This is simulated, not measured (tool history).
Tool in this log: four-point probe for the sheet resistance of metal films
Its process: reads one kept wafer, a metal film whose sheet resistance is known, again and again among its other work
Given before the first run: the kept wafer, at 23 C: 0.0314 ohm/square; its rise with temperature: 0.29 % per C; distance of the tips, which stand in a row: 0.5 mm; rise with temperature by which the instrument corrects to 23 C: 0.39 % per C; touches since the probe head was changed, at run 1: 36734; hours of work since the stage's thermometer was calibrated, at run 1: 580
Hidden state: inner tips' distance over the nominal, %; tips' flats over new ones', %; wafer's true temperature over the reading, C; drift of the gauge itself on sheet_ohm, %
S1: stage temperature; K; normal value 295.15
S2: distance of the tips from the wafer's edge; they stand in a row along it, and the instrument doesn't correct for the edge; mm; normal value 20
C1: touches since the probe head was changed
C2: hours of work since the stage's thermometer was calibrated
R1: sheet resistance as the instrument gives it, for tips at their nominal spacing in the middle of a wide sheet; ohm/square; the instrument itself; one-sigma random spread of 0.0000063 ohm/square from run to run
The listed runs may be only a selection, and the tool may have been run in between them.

run    hour      S1  S2      C1    C2        R1
  1     0.0  295.15  20   36734   580  0.031434
  2    88.4  296.15  20   40576   641  0.031406
  3   181.3  296.15  20   44617   704  0.031406
  4   222.7  296.15  20   46415   733  0.031412
  5   310.3  296.15  20   50223   793  0.031408
  6   375.9  295.15  72   53076   838  0.031427
  7   429.3  295.15  72   55396   875  0.031421
  8   513.3  295.15  72   59048   932  0.031428
  9   560.2  295.15  20   61085   964  0.031429
 10   622.3  294.15  20   63784  1007  0.031486
 11   677.8  294.15  20   66199  1045  0.031479
 12   767.7  294.15  20   70104  1107  0.031466
 13   829.3  294.15  20   72784  1149  0.031470
 14   899.5  291.15  20   75833  1197  0.031558
 15   945.5  291.15  20   77833  1229  0.031575
 16  1044.8  291.15  20   82148  1297  0.031569
 17  1093.3  291.15  20   84258  1330  0.031566
 18  1164.2  295.15  10   87342  1379  0.031458
 19  1238.3  295.15  12   90563  1430  0.031455
 20  1323.0  295.15   9   94240  1488  0.031485
 21  1406.7  295.15   9   97879  1545  0.031479
 22  1480.6  295.15   9  101091  1596  0.031481
     1488.5  -- stage's thermometer calibrated
 23  1545.9  295.15  26  103912    39  0.031436
 24  1626.6  293.15  11  107419    95  0.031526
 25  1724.9  293.15   3  111692   162  0.031958
 26  1823.0  298.15   4  115953   230  0.031602
 27  1899.0  296.15   9  119260   282  0.031449
 28  1945.1  301.15  13  121264   313  0.031274
 29  2012.5  301.15  13  124192   360  0.031277
 30  2087.3  301.15  13  127442   411  0.031275
 31  2162.5  292.15  32  130713   463  0.031531
 32  2252.2  303.15  17  134613   524  0.031195
 33  2342.4  304.15  13  138530   586  0.031172
 34  2431.8  301.15  10  142419   647  0.031290
 35  2515.8  301.15  10  146071   705  0.031281

Expected results for the next run?
 36  2597.8  296.15  10  149633  761   ?

R1: 0.031436 ohm/square
Take away the tool's hidden state, keep the run-to-run variation as it was, and the same run would have given R1 0.031440 ohm/square.

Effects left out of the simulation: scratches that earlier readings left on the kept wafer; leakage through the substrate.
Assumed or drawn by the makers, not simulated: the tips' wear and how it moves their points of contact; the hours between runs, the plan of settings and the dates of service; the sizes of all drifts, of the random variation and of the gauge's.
